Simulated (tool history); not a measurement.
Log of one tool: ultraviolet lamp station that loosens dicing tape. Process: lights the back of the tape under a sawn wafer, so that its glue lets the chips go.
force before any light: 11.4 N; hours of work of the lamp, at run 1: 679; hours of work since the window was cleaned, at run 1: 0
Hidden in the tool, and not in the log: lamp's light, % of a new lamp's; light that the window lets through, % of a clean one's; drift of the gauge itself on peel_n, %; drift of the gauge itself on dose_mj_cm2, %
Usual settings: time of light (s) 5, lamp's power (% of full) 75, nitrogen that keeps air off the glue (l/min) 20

run	day	time of light (s)	lamp's power (% of full)	nitrogen that keeps air off the glue (l/min)	hours of work of the lamp	hours of work since the window was cleaned	force that peels the tape off (N)	light that reached the tape (mJ/cm²)
1	0	5	75	20	679	0	2.263	190
2	0.812	5	75	20	692	13	2.349	185
3	1.896	5	75	20	710	31	2.457	185
4	2.888	5	75	20	726	47	2.433	181
5	3.6	5	75	20	738	59	2.557	184
6	4.488	5	75	20	753	74	2.442	178
7	4.933	5	75	11	760	81	3.404	178
# day 5.4: lamp changed
8	5.621	5	75	11	4	92	2.047	265
9	6.658	8	75	20	21	109	0.497	419
10	7.717	5	75	20	38	126	1.373	257
11	8.638	4	75	20	53	141	2.049	202
12	9.217	4	75	20	63	151	2.116	202
13	10.183	5	99	20	78	166	0.847	332
14	11.104	5	99	20	94	182	0.844	324
15	11.596	5	75	15	102	190	1.875	242
16	12.554	4	75	20	117	205	2.367	194
17	13.175	4	99	20	128	216	1.401	250
18	13.858	5	98	20	139	227	0.927	311
19	14.483	5	75	20	149	237	1.62	232
20	15.354	5	75	20	163	251	1.671	232
21	16.175	5	75	20	177	265	1.679	228
22	17.188	5	75	20	194	281	1.766	226
# day 17.283: window cleaned of glue's vapour
23	18.275	5	69	20	211	16	1.783	227
24	19.129	3	73	8	225	30	5.143	144
25	19.929	7	70	7	238	43	2.066	312
26	20.412	4	75	20	246	51	2.377	188
27	21.483	4	90	12	264	69	2.41	224
28	21.967	4	90	12	272	77	2.412	225

The next listed run, before its measurement:
29	22.425	7	63	30	279	84	?	?

Run 29 gave force that peels the tape off (N) 0.906, light that reached the tape (mJ/cm²) 273.
Without the tool's hidden state the same run would have given force that peels the tape off (N) 0.626, light that reached the tape (mJ/cm²) 323.
